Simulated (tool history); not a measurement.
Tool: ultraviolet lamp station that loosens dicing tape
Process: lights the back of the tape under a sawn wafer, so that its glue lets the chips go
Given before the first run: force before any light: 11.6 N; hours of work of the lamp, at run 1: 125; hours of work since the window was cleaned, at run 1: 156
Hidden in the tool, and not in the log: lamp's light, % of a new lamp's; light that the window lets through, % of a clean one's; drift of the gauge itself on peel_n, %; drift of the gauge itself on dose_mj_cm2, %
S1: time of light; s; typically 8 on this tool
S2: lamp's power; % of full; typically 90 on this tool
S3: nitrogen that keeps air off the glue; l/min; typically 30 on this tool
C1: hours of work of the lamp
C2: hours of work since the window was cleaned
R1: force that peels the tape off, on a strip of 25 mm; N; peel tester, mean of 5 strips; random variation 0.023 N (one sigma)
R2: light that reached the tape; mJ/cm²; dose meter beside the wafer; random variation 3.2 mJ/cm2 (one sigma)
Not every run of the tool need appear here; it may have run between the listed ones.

Run 1, hour 0.0: usual settings; C1 125; C2 156. Result: R1 1.344 N, R2 467 mJ/cm².
Run 2, hour 16.4: usual settings but S2 62 % of full; C1 137; C2 169. Result: R1 2.581 N, R2 321 mJ/cm².
Run 3, hour 31.3: usual settings but S2 62 % of full; C1 149; C2 180. Result: R1 2.644 N, R2 316 mJ/cm².
Run 4, hour 51.1: usual settings but S2 62 % of full; C1 164; C2 195. Result: R1 2.702 N, R2 319 mJ/cm².
Run 5, hour 64.3: usual settings; C1 174; C2 206. Result: R1 1.379 N, R2 449 mJ/cm².
Run 6, hour 83.4: usual settings; C1 189; C2 220. Result: R1 1.426 N, R2 452 mJ/cm².
Run 7, hour 109.6: usual settings but S2 89 % of full; C1 209; C2 241. Result: R1 1.571 N, R2 435 mJ/cm².
Run 8, hour 125.5: usual settings but S2 89 % of full; C1 222; C2 253. Result: R1 1.515 N, R2 433 mJ/cm².
Run 9, hour 153.3: usual settings but S2 89 % of full; C1 243; C2 274. Result: R1 1.549 N, R2 423 mJ/cm².
Run 10, hour 177.8: usual settings but S2 89 % of full; C1 262; C2 293. Result: R1 1.628 N, R2 424 mJ/cm².
Run 11, hour 206.2: usual settings but S2 89 % of full; C1 284; C2 315. Result: R1 1.691 N, R2 418 mJ/cm².
Run 12, hour 223.2: usual settings but S1 5 s, S2 89 % of full; C1 297; C2 328. Result: R1 3.340 N, R2 258 mJ/cm².
Run 13, hour 246.3: usual settings but S2 65 % of full; C1 315; C2 346. Result: R1 2.884 N, R2 300 mJ/cm².
Run 14, hour 270.2: usual settings but S2 65 % of full; C1 333; C2 365. Result: R1 2.837 N, R2 295 mJ/cm².
At hour 273.0: window cleaned of glue's vapour.
Run 15, hour 292.9: usual settings but S1 5 s, S2 65 % of full; C1 351; C2 15. Result: R1 5.043 N, R2 176 mJ/cm².
Run 16, hour 315.2: usual settings but S1 9 s, S2 74 % of full, S3 13 l/min; C1 368; C2 33. Result: R1 3.210 N, R2 355 mJ/cm².
Run 17, hour 338.4: usual settings but S1 9 s, S2 66 % of full, S3 13 l/min; C1 386; C2 50. Result: R1 3.731 N, R2 318 mJ/cm².
Run 18, hour 367.1: usual settings but S1 9 s, S2 66 % of full, S3 13 l/min; C1 408; C2 73. Result: R1 3.742 N, R2 310 mJ/cm².
Run 19, hour 397.1: usual settings but S1 9 s, S2 66 % of full, S3 50 l/min; C1 431; C2 96. Result: R1 2.169 N, R2 303 mJ/cm².
At hour 400.4: window cleaned of glue's vapour, once more.
Run 20, hour 420.0: usual settings but S2 80 % of full, S3 45 l/min; C1 448; C2 15. Result: R1 1.531 N, R2 392 mJ/cm².
Run 21, hour 439.1: usual settings but S2 80 % of full, S3 45 l/min; C1 463; C2 30. Result: R1 1.514 N, R2 393 mJ/cm².
Run 22, hour 467.4: usual settings but S2 94 % of full, S3 17 l/min; C1 485; C2 52. Result: R1 2.023 N, R2 451 mJ/cm².
Run 23, hour 482.6: usual settings but S2 94 % of full, S3 28 l/min; C1 497; C2 63. Result: R1 1.498 N, R2 449 mJ/cm².
Run 24, hour 506.7: usual settings but S2 94 % of full, S3 28 l/min; C1 515; C2 82. Result: R1 1.512 N, R2 446 mJ/cm².
Run 25, hour 526.7: usual settings but S1 16 s, S2 68 % of full, S3 11 l/min; C1 531; C2 98. Result: R1 1.466 N, R2 639 mJ/cm².
Run 26, hour 546.9: usual settings but S1 5 s, S2 65 % of full, S3 32 l/min; C1 546; C2 113. Result: R1 4.594 N, R2 187 mJ/cm².
Run 27, hour 571.3: usual settings but S2 88 % of full, S3 35 l/min; C1 565; C2 132. Result: R1 1.675 N, R2 404 mJ/cm².
Run 28, hour 586.6: usual settings but S1 6 s, S2 70 % of full, S3 35 l/min; C1 577; C2 144. Result: R1 3.595 N, R2 240 mJ/cm².

3 ways to go on from here, each from the tool as it stands after run 28. What would each give?
Run A, hour 600.8: usual settings but S1 12 s, S2 68 % of full, S3 14 l/min; C1 588; C2 155. Result: R1 ?, R2 ?.
Run B, hour 600.8: usual settings but S2 62 % of full, S3 25 l/min; C1 588; C2 155. Result: R1 ?, R2 ?.
Run C, hour 600.8: usual settings but S1 13 s, S2 86 % of full, S3 9 l/min; C1 588; C2 155. Result: R1 ?, R2 ?.

run     R1   R2
  A  2.200  464
  B  3.212  280
  C  1.680  637
What these runs would have given with no unlogged condition in the tool:
run     R1   R2
  A  1.500  579
  B  2.377  349
  C  1.098  794
